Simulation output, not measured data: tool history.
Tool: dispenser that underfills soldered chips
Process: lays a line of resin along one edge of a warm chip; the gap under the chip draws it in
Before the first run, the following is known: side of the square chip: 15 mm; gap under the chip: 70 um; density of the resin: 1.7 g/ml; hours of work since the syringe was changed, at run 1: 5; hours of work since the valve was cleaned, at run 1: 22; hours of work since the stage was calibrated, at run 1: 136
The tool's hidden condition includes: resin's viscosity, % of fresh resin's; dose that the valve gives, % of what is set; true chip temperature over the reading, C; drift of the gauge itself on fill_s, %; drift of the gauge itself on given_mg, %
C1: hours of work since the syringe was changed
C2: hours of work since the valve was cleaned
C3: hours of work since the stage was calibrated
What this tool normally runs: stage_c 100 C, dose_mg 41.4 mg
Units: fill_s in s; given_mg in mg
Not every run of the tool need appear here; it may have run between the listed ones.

Run 1, hour 0.0: usual settings; C1 5; C2 22; C3 136. Result: fill_s 113.3 s, given_mg 40.71 mg.
At hour 2.2: new syringe of resin.
Run 2, hour 4.5: usual settings but dose_mg 42.9 mg; C1 2; C2 26; C3 139. Result: fill_s 93.6 s, given_mg 42.34 mg.
At hour 10.0: new syringe of resin.
Run 3, hour 13.9: usual settings but dose_mg 39.2 mg; C1 3; C2 33; C3 146. Result: fill_s 102.6 s, given_mg 38.50 mg.
At hour 17.8: new syringe of resin.
Run 4, hour 23.0: usual settings but stage_c 92 C; C1 4; C2 40; C3 153. Result: fill_s 145.5 s, given_mg 40.11 mg.
At hour 25.8: new syringe of resin.
At hour 29.1: dispensing valve cleaned and set on the balance.
Run 5, hour 29.7: usual settings but dose_mg 36.2 mg; C1 2; C2 0; C3 158. Result: fill_s 97.5 s, given_mg 36.45 mg.
At hour 35.1: new syringe of resin.
Run 6, hour 36.8: usual settings but dose_mg 36.2 mg; C1 1; C2 6; C3 163. Result: fill_s 91.2 s, given_mg 35.91 mg.
Run 7, hour 41.6: usual settings; C1 5; C2 10; C3 167. Result: fill_s 116.4 s, given_mg 41.04 mg.
At hour 43.2: new syringe of resin.
Run 8, hour 47.5: usual settings; C1 3; C2 14; C3 171. Result: fill_s 103.3 s, given_mg 41.12 mg.
At hour 51.1: new syringe of resin.
Run 9, hour 54.0: usual settings; C1 2; C2 19; C3 176. Result: fill_s 96.6 s, given_mg 40.56 mg.
At hour 58.7: new syringe of resin.
Run 10, hour 61.1: usual settings; C1 2; C2 25; C3 182. Result: fill_s 95.5 s, given_mg 40.55 mg.
At hour 66.6: new syringe of resin.
Run 11, hour 70.3: usual settings but stage_c 88 C; C1 3; C2 32; C3 189. Result: fill_s 157.5 s, given_mg 40.14 mg.
At hour 74.4: new syringe of resin.
Run 12, hour 75.7: usual settings but dose_mg 41.6 mg; C1 1; C2 36; C3 193. Result: fill_s 89.9 s, given_mg 40.58 mg.
Run 13, hour 80.6: usual settings; C1 5; C2 40; C3 197. Result: fill_s 115.6 s, given_mg 40.14 mg.
At hour 82.1: new syringe of resin.
At hour 87.0: dispensing valve cleaned and set on the balance.
Run 14, hour 87.1: usual settings but stage_c 111 C; C1 3; C2 0; C3 201. Result: fill_s 66.3 s, given_mg 41.19 mg.
At hour 90.8: new syringe of resin.
Run 15, hour 92.1: usual settings but stage_c 111 C; C1 1; C2 4; C3 205. Result: fill_s 58.4 s, given_mg 41.36 mg.
At hour 98.5: new syringe of resin.
Run 16, hour 101.0: usual settings but dose_mg 37.8 mg; C1 2; C2 11; C3 212. Result: fill_s 94.7 s, given_mg 37.44 mg.
At hour 106.3: new syringe of resin.
Run 17, hour 108.7: usual settings but dose_mg 37.8 mg; C1 2; C2 17; C3 217. Result: fill_s 94.3 s, given_mg 37.39 mg.
At hour 114.1: new syringe of resin.
Run 18, hour 114.1: usual settings but dose_mg 37.8 mg; C1 0; C2 21; C3 222. Result: fill_s 83.5 s, given_mg 37.28 mg.
Run 19, hour 117.8: usual settings but dose_mg 37.8 mg; C1 3; C2 24; C3 225. Result: fill_s 103.5 s, given_mg 37.08 mg.
At hour 121.9: new syringe of resin.
Run 20, hour 123.9: usual settings but stage_c 94 C, dose_mg 39.0 mg; C1 2; C2 28; C3 229. Result: fill_s 116.2 s, given_mg 38.21 mg.
Run 21, hour 128.3: usual settings but stage_c 101 C, dose_mg 38.4 mg; C1 5; C2 32; C3 233. Result: fill_s 112.5 s, given_mg 37.41 mg.
At hour 129.9: new syringe of resin.
Run 22, hour 133.0: usual settings but stage_c 101 C, dose_mg 38.4 mg; C1 3; C2 35; C3 236. Result: fill_s 96.0 s, given_mg 37.17 mg.
At hour 137.6: new syringe of resin.
Run 23, hour 142.2: usual settings but dose_mg 38.8 mg; C1 4; C2 42; C3 243. Result: fill_s 106.6 s, given_mg 37.42 mg.
At hour 144.9: dispensing valve cleaned and set on the balance.
At hour 146.3: new syringe of resin.
Run 24, hour 151.0: usual settings but stage_c 103 C, dose_mg 38.8 mg; C1 4; C2 5; C3 249. Result: fill_s 95.0 s, given_mg 38.72 mg.
At hour 154.5: new syringe of resin.
Run 25, hour 159.4: usual settings but stage_c 103 C, dose_mg 38.8 mg; C1 4; C2 11; C3 256. Result: fill_s 95.8 s, given_mg 38.52 mg.
At hour 162.6: new syringe of resin.
Run 26, hour 166.0: usual settings but stage_c 103 C, dose_mg 44.2 mg; C1 3; C2 16; C3 261. Result: fill_s 86.8 s, given_mg 43.82 mg.
At hour 170.8: new syringe of resin.
Run 27, hour 175.3: usual settings but stage_c 102 C, dose_mg 38.9 mg; C1 4; C2 23; C3 268. Result: fill_s 97.4 s, given_mg 38.23 mg.
At hour 178.4: new syringe of resin.
Run 28, hour 183.7: usual settings but stage_c 102 C, dose_mg 38.9 mg; C1 4; C2 30; C3 274. Result: fill_s 101.0 s, given_mg 37.71 mg.
At hour 186.3: new syringe of resin.
Run 29, hour 192.0: usual settings but stage_c 109 C, dose_mg 50.1 mg; C1 5; C2 36; C3 281. Result: fill_s 75.7 s, given_mg 48.19 mg.
At hour 194.0: new syringe of resin.
Run 30, hour 200.7: usual settings but dose_mg 40.7 mg; C1 5; C2 43; C3 287. Result: fill_s 116.0 s, given_mg 39.28 mg.
At hour 202.0: new syringe of resin.
At hour 203.6: dispensing valve cleaned and set on the balance.
Run 31, hour 208.8: usual settings but dose_mg 40.7 mg; C1 5; C2 4; C3 293. Result: fill_s 110.0 s, given_mg 40.40 mg.

Selected run-to-run steps in fill_s, each split into two signed amounts: the part the tool would show with no hidden state at all (from settings, incoming material and random variation), and the remainder, which goes to the hidden state together with any gauge scatter not common to the measured and the hidden-state-free results:
Run 6 -> 7: dose_mg 36.2 -> 41.4. fill_s +25.2 s: hidden state +26.2, all else -1.0.
Run 10 -> 11: stage_c 100 -> 88, new syringe of resin. fill_s +62.0 s: hidden state +14.4, all else +47.6.
Run 11 -> 12: stage_c 88 -> 100, dose_mg 41.4 -> 41.6, new syringe of resin. fill_s -67.6 s: hidden state -19.8, all else -47.8.
Run 12 -> 13: dose_mg 41.6 -> 41.4. fill_s +25.7 s: hidden state +26.8, all else -1.1.
Run 13 -> 14: stage_c 100 -> 111, new syringe of resin, dispensing valve cleaned and set on the balance. fill_s -49.3 s: hidden state -21.5, all else -27.8.
Run 20 -> 21: stage_c 94 -> 101, dose_mg 39.0 -> 38.4. fill_s -3.7 s: hidden state +22.1, all else -25.8.
